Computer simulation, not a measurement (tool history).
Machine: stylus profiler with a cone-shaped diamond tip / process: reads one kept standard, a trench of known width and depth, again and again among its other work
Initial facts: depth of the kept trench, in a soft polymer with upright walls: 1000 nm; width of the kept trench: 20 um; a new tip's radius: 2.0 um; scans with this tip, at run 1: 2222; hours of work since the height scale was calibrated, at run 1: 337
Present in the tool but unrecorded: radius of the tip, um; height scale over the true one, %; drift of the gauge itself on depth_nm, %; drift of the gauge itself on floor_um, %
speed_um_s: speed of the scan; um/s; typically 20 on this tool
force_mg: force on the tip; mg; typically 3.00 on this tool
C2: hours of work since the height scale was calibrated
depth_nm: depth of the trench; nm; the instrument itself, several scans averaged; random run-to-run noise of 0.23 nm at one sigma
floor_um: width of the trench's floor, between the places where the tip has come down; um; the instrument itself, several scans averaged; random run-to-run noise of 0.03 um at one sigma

run 1 hour=0.0 | speed_um_s=20 force_mg=3.00 | scans_with_this_tip=2222 C2=337 | depth_nm=1013.51 floor_um=16.05
run 2 hour=12.1 | speed_um_s=20 force_mg=3.00 | scans_with_this_tip=2265 C2=344 | depth_nm=1013.78 floor_um=15.98
run 3 hour=23.0 | speed_um_s=20 force_mg=3.00 | scans_with_this_tip=2304 C2=350 | depth_nm=1014.02 floor_um=15.98
run 4 hour=36.4 | speed_um_s=20 force_mg=3.00 | scans_with_this_tip=2351 C2=357 | depth_nm=1013.31 floor_um=15.97
run 5 hour=46.7 | speed_um_s=20 force_mg=3.00 | scans_with_this_tip=2388 C2=363 | depth_nm=1013.58 floor_um=16.01
run 6 hour=54.3 | speed_um_s=34 force_mg=3.00 | scans_with_this_tip=2415 C2=367 | depth_nm=1013.40 floor_um=15.88
run 7 hour=66.7 | speed_um_s=34 force_mg=3.00 | scans_with_this_tip=2459 C2=373 | depth_nm=1013.20 floor_um=15.89
run 8 hour=75.3 | speed_um_s=20 force_mg=3.00 | scans_with_this_tip=2490 C2=378 | depth_nm=1013.58 floor_um=15.99
run 9 hour=89.1 | speed_um_s=20 force_mg=3.00 | scans_with_this_tip=2539 C2=385 | depth_nm=1013.22 floor_um=15.97
run 10 hour=102.7 | speed_um_s=20 force_mg=3.00 | scans_with_this_tip=2587 C2=393 | depth_nm=1013.47 floor_um=15.94
run 11 hour=114.7 | speed_um_s=20 force_mg=3.00 | scans_with_this_tip=2630 C2=399 | depth_nm=1013.15 floor_um=15.95
run 12 hour=127.0 | speed_um_s=20 force_mg=3.00 | scans_with_this_tip=2674 C2=406 | depth_nm=1013.12 floor_um=15.93
run 13 hour=143.3 | speed_um_s=20 force_mg=3.00 | scans_with_this_tip=2732 C2=415 | depth_nm=1013.10 floor_um=15.89
run 14 hour=155.5 | speed_um_s=20 force_mg=3.00 | scans_with_this_tip=2775 C2=421 | depth_nm=1012.99 floor_um=15.91
run 15 hour=165.0 | speed_um_s=20 force_mg=3.00 | scans_with_this_tip=2809 C2=426 | depth_nm=1013.64 floor_um=15.84
run 16 hour=179.0 | speed_um_s=15 force_mg=3.00 | scans_with_this_tip=2859 C2=434 | depth_nm=1013.31 floor_um=15.90
run 17 hour=192.4 | speed_um_s=20 force_mg=3.00 | scans_with_this_tip=2907 C2=441 | depth_nm=1013.89 floor_um=15.88
run 18 hour=200.6 | speed_um_s=15 force_mg=3.00 | scans_with_this_tip=2936 C2=446 | depth_nm=1013.73 floor_um=15.87
run 19 hour=213.3 | speed_um_s=73 force_mg=1.91 | scans_with_this_tip=2981 C2=453 | depth_nm=1009.70 floor_um=15.45
run 20 hour=222.2 | speed_um_s=73 force_mg=1.91 | scans_with_this_tip=3013 C2=457 | depth_nm=1010.04 floor_um=15.51
run 21 hour=238.5 | speed_um_s=73 force_mg=1.91 | scans_with_this_tip=3071 C2=466 | depth_nm=1009.67 floor_um=15.43
run 22 hour=246.0 | speed_um_s=73 force_mg=1.91 | scans_with_this_tip=3098 C2=470 | depth_nm=1009.48 floor_um=15.49
run 23 hour=258.4 | speed_um_s=12 force_mg=5.92 | scans_with_this_tip=3142 C2=477 | depth_nm=1021.47 floor_um=15.91
run 24 hour=268.2 | speed_um_s=6 force_mg=1.62 | scans_with_this_tip=3177 C2=482 | depth_nm=1008.82 floor_um=15.89
run 25 hour=286.6 | speed_um_s=8 force_mg=1.91 | scans_with_this_tip=3242 C2=492 | depth_nm=1009.43 floor_um=15.87
run 26 hour=295.5 | speed_um_s=36 force_mg=4.17 | scans_with_this_tip=3274 C2=497 | depth_nm=1017.03 floor_um=15.73
run 27 hour=303.7 | speed_um_s=36 force_mg=4.17 | scans_with_this_tip=3303 C2=501 | depth_nm=1016.58 floor_um=15.72
run 28 hour=316.6 | speed_um_s=36 force_mg=4.17 | scans_with_this_tip=3349 C2=508 | depth_nm=1016.94 floor_um=15.71
run 29 hour=331.8 | speed_um_s=13 force_mg=4.50 | scans_with_this_tip=3403 C2=517 | depth_nm=1017.97 floor_um=15.80
run 30 hour=348.3 | speed_um_s=8 force_mg=2.33 | scans_with_this_tip=3462 C2=525 | depth_nm=1010.79 floor_um=15.81
run 31 hour=366.3 | speed_um_s=8 force_mg=4.40 | scans_with_this_tip=3526 C2=535 | depth_nm=1017.31 floor_um=15.84
run 32 hour=375.7 | speed_um_s=8 force_mg=4.40 | scans_with_this_tip=3559 C2=540 | depth_nm=1017.81 floor_um=15.88
run 33 hour=393.2 | speed_um_s=8 force_mg=3.00 | scans_with_this_tip=3622 C2=550 | depth_nm=1012.94 floor_um=15.80
run 34 hour=401.1 | speed_um_s=63 force_mg=5.01 | scans_with_this_tip=3650 C2=554 | depth_nm=1018.53 floor_um=15.55
run 35 hour=418.6 | speed_um_s=20 force_mg=6.54 | scans_with_this_tip=3712 C2=564 | depth_nm=1023.03 floor_um=15.76
run 36 hour=431.2 | speed_um_s=5 force_mg=1.31 | scans_with_this_tip=3757 C2=570 | depth_nm=1007.55 floor_um=15.81

Alternative continuations, all from the tool just after run 36; predict every row:
run A hour=439.3 | speed_um_s=47 force_mg=1.48 | scans_with_this_tip=3786 C2=575 | depth_nm=? floor_um=?
run B hour=439.3 | speed_um_s=15 force_mg=2.23 | scans_with_this_tip=3786 C2=575 | depth_nm=? floor_um=?
run C hour=439.3 | speed_um_s=12 force_mg=3.00 | scans_with_this_tip=3786 C2=575 | depth_nm=? floor_um=?
run D hour=439.3 | speed_um_s=20 force_mg=7.28 | scans_with_this_tip=3786 C2=575 | depth_nm=? floor_um=?
run E hour=439.3 | speed_um_s=19 force_mg=4.48 | scans_with_this_tip=3786 C2=575 | depth_nm=? floor_um=?

run=A depth_nm=1007.78 floor_um=15.41
run=B depth_nm=1010.56 floor_um=15.77
run=C depth_nm=1012.84 floor_um=15.77
run=D depth_nm=1024.97 floor_um=15.79
run=E depth_nm=1017.50 floor_um=15.71
Without the tool's hidden state the same runs would have given:
run=A depth_nm=1008.80 floor_um=16.13
run=B depth_nm=1011.58 floor_um=16.49
run=C depth_nm=1013.86 floor_um=16.49
run=D depth_nm=1026.01 floor_um=16.50
run=E depth_nm=1018.53 floor_um=16.43

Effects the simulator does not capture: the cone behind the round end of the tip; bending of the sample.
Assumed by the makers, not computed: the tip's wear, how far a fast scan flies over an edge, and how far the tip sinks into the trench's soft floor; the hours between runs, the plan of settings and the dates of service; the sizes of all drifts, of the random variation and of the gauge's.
